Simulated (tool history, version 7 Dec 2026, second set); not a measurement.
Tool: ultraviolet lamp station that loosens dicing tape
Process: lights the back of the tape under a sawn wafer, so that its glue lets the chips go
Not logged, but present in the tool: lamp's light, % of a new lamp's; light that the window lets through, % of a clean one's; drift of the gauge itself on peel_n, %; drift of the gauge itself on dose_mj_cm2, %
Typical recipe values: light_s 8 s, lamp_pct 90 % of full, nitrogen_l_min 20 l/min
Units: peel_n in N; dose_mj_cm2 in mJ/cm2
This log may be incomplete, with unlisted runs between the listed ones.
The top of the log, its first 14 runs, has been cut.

run	day	light_s	lamp_pct	nitrogen_l_min	hours of work of the lamp	hours of work since the window was cleaned	peel_n	dose_mj_cm2
15	15.167	8	90	20	740	650	1.168	275
# day 16.083: window cleaned of glue's vapour
16	16.417	8	90	20	754	4	1.328	260
17	17.600	8	90	20	768	17	1.328	258
18	18.433	8	90	20	777	27	1.288	260
19	19.442	8	87	20	789	39	1.384	247
20	20.146	9	73	10	797	47	2.144	233
21	21.562	8	90	20	813	63	1.394	252
22	22.421	8	90	20	823	73	1.387	252
23	23.371	8	68	20	834	84	2.089	192
# day 23.504: window cleaned of glue's vapour, once more
24	24.004	5	90	8	841	6	3.101	186
25	25.462	6	90	24	858	23	1.593	220
26	26.579	6	90	24	871	35	1.587	221
27	27.267	6	90	26	879	43	1.519	217
28	28.317	6	90	26	891	55	1.553	216
29	29.408	8	95	8	904	68	1.738	300
30	30.521	12	90	10	916	81	0.809	434
31	31.912	6	80	10	932	97	2.792	187
32	33.371	8	61	20	949	114	2.070	188
33	34.871	13	90	20	966	131	0.411	454
34	35.800	8	98	8	977	142	1.772	305
35	36.850	8	65	8	989	154	2.934	201
36	38.146	8	81	22	1004	169	1.367	246
37	39.333	8	81	22	1018	182	1.333	246

Here are 4 independent what-if runs from the current tool condition. What would each one return?
A	40.438	6	84	16	1031	195	?	?
B	40.438	14	90	20	1031	195	?	?
C	40.438	16	90	20	1031	195	?	?
D	40.438	8	81	34	1031	195	?	?

run	peel_n	dose_mj_cm2
A	2.322	191
B	0.370	477
C	0.271	546
D	1.134	251
Stripped of hidden state, with their random variation kept, the same runs would have yielded:
run	peel_n	dose_mj_cm2
A	1.483	264
B	0.170	660
C	0.135	757
D	0.575	345
